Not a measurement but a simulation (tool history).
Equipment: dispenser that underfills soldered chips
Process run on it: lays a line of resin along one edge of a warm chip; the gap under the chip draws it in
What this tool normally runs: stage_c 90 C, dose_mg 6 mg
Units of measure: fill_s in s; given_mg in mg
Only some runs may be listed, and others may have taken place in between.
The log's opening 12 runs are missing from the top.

run	hour	stage_c	dose_mg	hours of work since the syringe was changed	hours of work since the valve was cleaned	hours of work since the stage was calibrated	fill_s	given_mg
# hour 79.9: new syringe of resin
13	82	90	5.19	1	32	64	88.6	5.1
14	90.5	90	7.54	7	38	70	110.2	7.43
# hour 92.2: new syringe of resin
15	96.5	90	7.54	3	41	73	93.8	7.38
# hour 104.4: new syringe of resin
16	105.6	90	6	1	47	79	81.7	5.96
17	110.8	90	7.56	4	50	82	95	7.48
# hour 116.1: new syringe of resin
18	120.6	90	6.4	3	56	88	92	6.27
# hour 128: new syringe of resin
19	128.1	96	5.45	0	60	92	65.1	5.35
20	132	85	5.45	3	63	95	114.3	5.28
21	137.7	85	5.45	6	66	98	131.4	5.33
# hour 139.5: new syringe of resin
22	144	85	5.45	3	70	102	116.6	5.31
# hour 151.8: new syringe of resin
23	154	87	7.17	1	76	108	95	6.98
24	161.4	87	7.17	6	81	113	119.7	7.01
# hour 163.5: new syringe of resin
25	171.3	87	6.48	5	87	119	115.5	6.15
# hour 175.2: new syringe of resin
26	179.4	83	7.39	3	92	124	121.1	7.1
# hour 186.9: new syringe of resin
27	186.9	83	7.39	0	96	128	101.9	7.11
28	192.9	99	7.57	4	100	132	66.8	7.29
# hour 199.2: new syringe of resin
29	201	103	6.32	1	105	137	50.6	6.05
30	209.5	103	6.32	6	110	142	65	6.07
# hour 211: new syringe of resin
31	215.4	103	6.32	3	114	146	55.3	6.02
# hour 223: new syringe of resin
32	223.1	103	5.61	0	119	151	48.7	5.39
33	228.1	84	5.52	3	122	154	121.5	5.28
# hour 234.7: new syringe of resin
34	237.2	84	5.52	2	127	159	108.4	5.29
35	243.4	86	5.25	5	131	163	124.8	5.04

Each row is a separate what-if for the run after 35, all from the same tool condition, not one after another. Results?
# hour 246.8: new syringe of resin
A	249.2	93	6.19	2	135	166	?	?
# hour 246.8: new syringe of resin
B	249.2	101	6.85	2	135	166	?	?
# hour 246.8: new syringe of resin
C	249.2	97	7.59	2	135	166	?	?

run	fill_s	given_mg
A	75.3	5.92
B	55	6.47
C	63.9	7.18
With the hidden condition removed and each run's random variation left untouched, the same runs would have given:
run	fill_s	given_mg
A	71.8	6.24
B	52.5	6.82
C	61.1	7.57
